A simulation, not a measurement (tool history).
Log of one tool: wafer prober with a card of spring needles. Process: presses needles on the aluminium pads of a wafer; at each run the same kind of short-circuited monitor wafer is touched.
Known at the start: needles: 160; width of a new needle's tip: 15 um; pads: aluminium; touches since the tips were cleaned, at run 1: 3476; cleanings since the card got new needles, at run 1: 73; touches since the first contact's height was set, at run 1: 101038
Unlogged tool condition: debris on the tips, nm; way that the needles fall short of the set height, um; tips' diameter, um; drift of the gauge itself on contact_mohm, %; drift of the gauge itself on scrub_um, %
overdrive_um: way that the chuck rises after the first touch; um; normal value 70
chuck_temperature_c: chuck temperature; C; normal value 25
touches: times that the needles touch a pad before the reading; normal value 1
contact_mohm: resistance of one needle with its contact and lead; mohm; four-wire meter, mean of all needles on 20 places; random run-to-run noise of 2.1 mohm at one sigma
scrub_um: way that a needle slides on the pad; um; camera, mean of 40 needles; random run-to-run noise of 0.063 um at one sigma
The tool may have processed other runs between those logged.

| run | hour | overdrive_um | chuck_temperature_c | touches | touches since the tips were cleaned | cleanings since the card got new needles | touches since the first contact's height was set | contact_mohm | scrub_um |
|---|---|---|---|---|---|---|---|---|---|
| 1 | 0.0 | 70 | 25 | 1 | 3476 | 73 | 101038 | 229 | 16.95 |
|  | 3.8 | tips cleaned on abrasive film |
|  | 20.5 | tips cleaned on abrasive film |
|  | 25.8 | height of the first contact set anew |
|  | 37.9 | tips cleaned on abrasive film |
| 2 | 47.8 | 70 | 25 | 2 | 2437 | 76 | 5402 | 223 | 16.92 |
|  | 54.2 | tips cleaned on abrasive film |
|  | 71.4 | tips cleaned on abrasive film |
| 3 | 78.7 | 70 | 98 | 2 | 1776 | 78 | 12945 | 245 | 16.95 |
|  | 89.6 | tips cleaned on abrasive film |
|  | 107.3 | tips cleaned on abrasive film |
|  | 123.0 | tips cleaned on abrasive film |
| 4 | 123.4 | 70 | 83 | 2 | 100 | 81 | 23883 | 243 | 17.03 |
|  | 139.4 | tips cleaned on abrasive film |
|  | 156.3 | tips cleaned on abrasive film |
| 5 | 169.8 | 70 | 96 | 1 | 3336 | 83 | 35254 | 247 | 16.88 |
|  | 171.9 | tips cleaned on abrasive film |
|  | 189.7 | tips cleaned on abrasive film |
|  | 206.0 | tips cleaned on abrasive film |
| 6 | 214.1 | 70 | 25 | 3 | 1994 | 86 | 46074 | 224 | 16.88 |
|  | 223.0 | tips cleaned on abrasive film |
| 7 | 234.3 | 70 | 25 | 3 | 2778 | 87 | 51028 | 225 | 17.02 |
|  | 238.8 | tips cleaned on abrasive film |
|  | 255.0 | tips cleaned on abrasive film |
| 8 | 263.7 | 70 | 44 | 3 | 2148 | 89 | 58210 | 229 | 16.92 |
|  | 270.8 | tips cleaned on abrasive film |
| 9 | 284.7 | 70 | 44 | 3 | 3410 | 90 | 63352 | 232 | 17.02 |
|  | 288.5 | tips cleaned on abrasive film |
|  | 306.5 | tips cleaned on abrasive film |
| 10 | 310.3 | 70 | 44 | 3 | 933 | 92 | 69596 | 233 | 17.07 |
|  | 321.7 | tips cleaned on abrasive film |
|  | 337.3 | tips cleaned on abrasive film |
| 11 | 338.0 | 62 | 96 | 1 | 172 | 94 | 76367 | 250 | 15.00 |
|  | 354.2 | tips cleaned on abrasive film |
| 12 | 368.0 | 62 | 38 | 2 | 3401 | 95 | 83721 | 233 | 15.09 |
|  | 370.8 | tips cleaned on abrasive film |
|  | 387.0 | tips cleaned on abrasive film |
| 13 | 394.1 | 64 | 28 | 1 | 1747 | 97 | 90104 | 230 | 15.46 |
|  | 403.2 | tips cleaned on abrasive film |
|  | 418.4 | tips cleaned on abrasive film |
| 14 | 425.2 | 82 | 59 | 2 | 1696 | 99 | 97718 | 231 | 19.92 |
|  | 433.7 | tips cleaned on abrasive film |
|  | 449.5 | tips cleaned on abrasive film |
|  | 465.7 | tips cleaned on abrasive film |
|  | 466.0 | height of the first contact set anew |
| 15 | 466.0 | 78 | 27 | 2 | 0 | 102 | 0 | 222 | 19.00 |
|  | 483.0 | tips cleaned on abrasive film |
| 16 | 487.9 | 66 | 117 | 1 | 1209 | 103 | 5363 | 256 | 16.07 |
|  | 499.1 | tips cleaned on abrasive film |
|  | 515.3 | tips cleaned on abrasive film |
| 17 | 522.4 | 70 | 108 | 1 | 1754 | 105 | 13804 | 249 | 17.02 |
|  | 533.2 | tips cleaned on abrasive film |
| 18 | 547.1 | 80 | 25 | 1 | 3430 | 106 | 19860 | 223 | 19.35 |

4 options for the next run, each taken on its own from the tool as it stands now. Forecast them:
|  | 550.9 | tips cleaned on abrasive film |
|  | 567.7 | tips cleaned on abrasive film |
|  | 583.1 | tips cleaned on abrasive film |
| A | 591.8 | 63 | 25 | 2 | 2127 | 109 | 30781 | ? | ? |
|  | 550.9 | tips cleaned on abrasive film |
|  | 567.7 | tips cleaned on abrasive film |
|  | 583.1 | tips cleaned on abrasive film |
| B | 591.8 | 80 | 25 | 1 | 2127 | 109 | 30781 | ? | ? |
|  | 550.9 | tips cleaned on abrasive film |
|  | 567.7 | tips cleaned on abrasive film |
|  | 583.1 | tips cleaned on abrasive film |
| C | 591.8 | 80 | 52 | 1 | 2127 | 109 | 30781 | ? | ? |
|  | 550.9 | tips cleaned on abrasive film |
|  | 567.7 | tips cleaned on abrasive film |
|  | 583.1 | tips cleaned on abrasive film |
| D | 591.8 | 70 | 39 | 1 | 2127 | 109 | 30781 | ? | ? |

| run | contact_mohm | scrub_um |
|---|---|---|
| A | 231 | 15.32 |
| B | 226 | 19.41 |
| C | 232 | 19.34 |
| D | 227 | 16.93 |
Without the tool's hidden state the same runs would have given:
| run | contact_mohm | scrub_um |
|---|---|---|
| A | 231 | 15.32 |
| B | 226 | 19.41 |
| C | 231 | 19.34 |
| D | 226 | 16.94 |
